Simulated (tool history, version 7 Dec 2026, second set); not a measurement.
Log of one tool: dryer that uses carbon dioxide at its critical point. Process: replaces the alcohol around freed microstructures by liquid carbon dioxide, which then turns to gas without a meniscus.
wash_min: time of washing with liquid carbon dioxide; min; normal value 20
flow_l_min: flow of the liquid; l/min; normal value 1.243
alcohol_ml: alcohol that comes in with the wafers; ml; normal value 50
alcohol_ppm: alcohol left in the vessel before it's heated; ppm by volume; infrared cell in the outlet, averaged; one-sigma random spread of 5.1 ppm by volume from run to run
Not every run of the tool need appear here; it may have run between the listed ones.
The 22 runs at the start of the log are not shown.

Run 23, hour 629.6: usual settings but alcohol_ml 79 ml. Result: alcohol_ppm 140 ppm by volume.
Run 24, hour 661.6: usual settings but flow_l_min 1.15 l/min, alcohol_ml 85 ml. Result: alcohol_ppm 224 ppm by volume.
Run 25, hour 685.3: usual settings but flow_l_min 1.15 l/min, alcohol_ml 85 ml. Result: alcohol_ppm 230 ppm by volume.
Run 26, hour 709: usual settings but wash_min 17 min, flow_l_min 1.63 l/min, alcohol_ml 33 ml. Result: alcohol_ppm 64 ppm by volume.
Run 27, hour 729.5: usual settings but flow_l_min 1.13 l/min. Result: alcohol_ppm 185 ppm by volume.
Run 28, hour 746.8: usual settings but wash_min 13 min, flow_l_min 1.98 l/min. Result: alcohol_ppm 105 ppm by volume.
At hour 768.6: inlet filter changed.
Run 29, hour 782.4: usual settings but wash_min 13 min, flow_l_min 0.97 l/min, alcohol_ml 55 ml. Result: alcohol_ppm 950 ppm by volume.
Run 30, hour 809.3: usual settings but wash_min 21 min, flow_l_min 1.09 l/min. Result: alcohol_ppm 128 ppm by volume.
Run 31, hour 836.4: usual settings but wash_min 18 min, flow_l_min 1.67 l/min. Result: alcohol_ppm 65 ppm by volume.
Run 32, hour 863: usual settings but flow_l_min 0.96 l/min, alcohol_ml 97 ml. Result: alcohol_ppm 500 ppm by volume.
Run 33, hour 880.4: usual settings but flow_l_min 0.96 l/min, alcohol_ml 97 ml. Result: alcohol_ppm 521 ppm by volume.
Run 34, hour 910.6: usual settings but flow_l_min 0.96 l/min, alcohol_ml 97 ml. Result: alcohol_ppm 515 ppm by volume.
Run 35, hour 946.7: usual settings but wash_min 25 min, flow_l_min 1.15 l/min, alcohol_ml 22 ml. Result: alcohol_ppm 64 ppm by volume.
Run 36, hour 985.1: usual settings but wash_min 21 min, flow_l_min 0.87 l/min, alcohol_ml 29 ml. Result: alcohol_ppm 243 ppm by volume.
Run 37, hour 1013.4: usual settings but wash_min 21 min, flow_l_min 2.06 l/min, alcohol_ml 27 ml. Result: alcohol_ppm 51 ppm by volume.
At hour 1027.3: inlet filter changed.
Run 38, hour 1045.2: usual settings but wash_min 21 min, flow_l_min 2.06 l/min, alcohol_ml 27 ml. Result: alcohol_ppm 52 ppm by volume.
Run 39, hour 1068.8: usual settings but wash_min 13 min, flow_l_min 0.97 l/min, alcohol_ml 27 ml. Result: alcohol_ppm 527 ppm by volume.
Run 40, hour 1084.5: usual settings but wash_min 13 min, flow_l_min 0.97 l/min, alcohol_ml 27 ml. Result: alcohol_ppm 545 ppm by volume.
Run 41, hour 1118.2: usual settings but flow_l_min 1.5 l/min, alcohol_ml 91 ml. Result: alcohol_ppm 104 ppm by volume.
Run 42, hour 1151: usual settings but wash_min 27 min, flow_l_min 0.93 l/min, alcohol_ml 66 ml. Result: alcohol_ppm 156 ppm by volume.
Run 43, hour 1177.7: usual settings but wash_min 27 min, flow_l_min 1.31 l/min, alcohol_ml 66 ml. Result: alcohol_ppm 69 ppm by volume.
Run 44, hour 1212.2: usual settings but flow_l_min 1.59 l/min, alcohol_ml 84 ml. Result: alcohol_ppm 88 ppm by volume.
Run 45, hour 1249.6: usual settings but flow_l_min 0.91 l/min, alcohol_ml 26 ml. Result: alcohol_ppm 230 ppm by volume.
Run 46, hour 1266.2: usual settings but wash_min 16 min, flow_l_min 1.61 l/min, alcohol_ml 53 ml. Result: alcohol_ppm 130 ppm by volume.

What if the next run were any one of these 3? Each begins from the tool's condition after run 46:
Run A, hour 1282.7: usual settings but wash_min 16 min, flow_l_min 1.61 l/min, alcohol_ml 99 ml. Result: alcohol_ppm ?.
Run B, hour 1282.7: usual settings but wash_min 13 min, flow_l_min 0.97 l/min, alcohol_ml 32 ml. Result: alcohol_ppm ?.
Run C, hour 1282.7: usual settings but wash_min 29 min, flow_l_min 1.9 l/min. Result: alcohol_ppm ?.

run  alcohol_ppm
  A          187
  B          735
  C           71
With the hidden condition removed and each run's random variation left untouched, the same runs would have given:
run  alcohol_ppm
  A           79
  B          544
  C            8

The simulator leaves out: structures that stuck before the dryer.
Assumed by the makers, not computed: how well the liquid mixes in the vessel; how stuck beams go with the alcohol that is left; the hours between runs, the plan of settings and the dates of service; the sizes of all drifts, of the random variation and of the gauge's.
